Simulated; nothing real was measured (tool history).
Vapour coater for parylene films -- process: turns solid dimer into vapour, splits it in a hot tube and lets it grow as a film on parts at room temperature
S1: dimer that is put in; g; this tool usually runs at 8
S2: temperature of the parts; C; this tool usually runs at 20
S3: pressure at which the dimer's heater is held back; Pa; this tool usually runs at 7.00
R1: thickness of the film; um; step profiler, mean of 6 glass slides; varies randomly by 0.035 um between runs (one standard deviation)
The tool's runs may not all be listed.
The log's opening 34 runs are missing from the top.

Run 35, hour 571.4: usual settings but S2 30 C, S3 2.01 Pa. Result: R1 4.55 um.
Run 36, hour 590.3: usual settings but S2 30 C, S3 2.01 Pa. Result: R1 4.55 um.
Run 37, hour 603.3: usual settings but S1 3 g, S2 15 C, S3 2.26 Pa. Result: R1 3.21 um.
Run 38, hour 623.2: usual settings but S1 3 g, S2 15 C, S3 2.26 Pa. Result: R1 3.23 um.
Run 39, hour 645.4: usual settings but S1 3 g, S2 15 C, S3 5.22 Pa. Result: R1 3.00 um.
Run 40, hour 660.5: usual settings but S1 11 g, S2 12 C, S3 5.22 Pa. Result: R1 11.73 um.
At hour 670.3: trap's valve overhauled.
Run 41, hour 680.6: usual settings but S1 9 g, S2 22 C, S3 7.57 Pa. Result: R1 6.40 um.
Run 42, hour 701.9: usual settings but S1 4 g, S2 15 C, S3 3.11 Pa. Result: R1 4.45 um.
Run 43, hour 712.8: usual settings but S2 26 C, S3 9.43 Pa. Result: R1 4.53 um.
Run 44, hour 724.2: usual settings but S2 26 C, S3 9.43 Pa. Result: R1 4.51 um.
Run 45, hour 746.9: usual settings but S1 3 g, S2 18 C, S3 8.02 Pa. Result: R1 2.55 um.
Run 46, hour 768.8: usual settings but S1 9 g, S2 14 C, S3 6.72 Pa. Result: R1 9.39 um.

Branching from run 46: 5 alternative next runs. What would each branch give?
Run A, hour 793.4: usual settings but S1 4 g, S2 18 C, S3 6.72 Pa. Result: R1 ?.
Run B, hour 793.4: usual settings but S2 31 C, S3 2.08 Pa. Result: R1 ?.
Run C, hour 793.4: usual settings but S1 3 g, S2 18 C, S3 5.63 Pa. Result: R1 ?.
Run D, hour 793.4: usual settings but S1 9 g, S2 27 C, S3 6.45 Pa. Result: R1 ?.
Run E, hour 793.4: usual settings but S3 4.72 Pa. Result: R1 ?.

run    R1
  A  3.44
  B  4.36
  C  2.66
  D  5.06
  E  6.57
The same runs, with their run-to-run variation unchanged, on a tool lacking any hidden condition would have given:
run    R1
  A  3.44
  B  4.36
  C  2.66
  D  5.06
  E  6.57
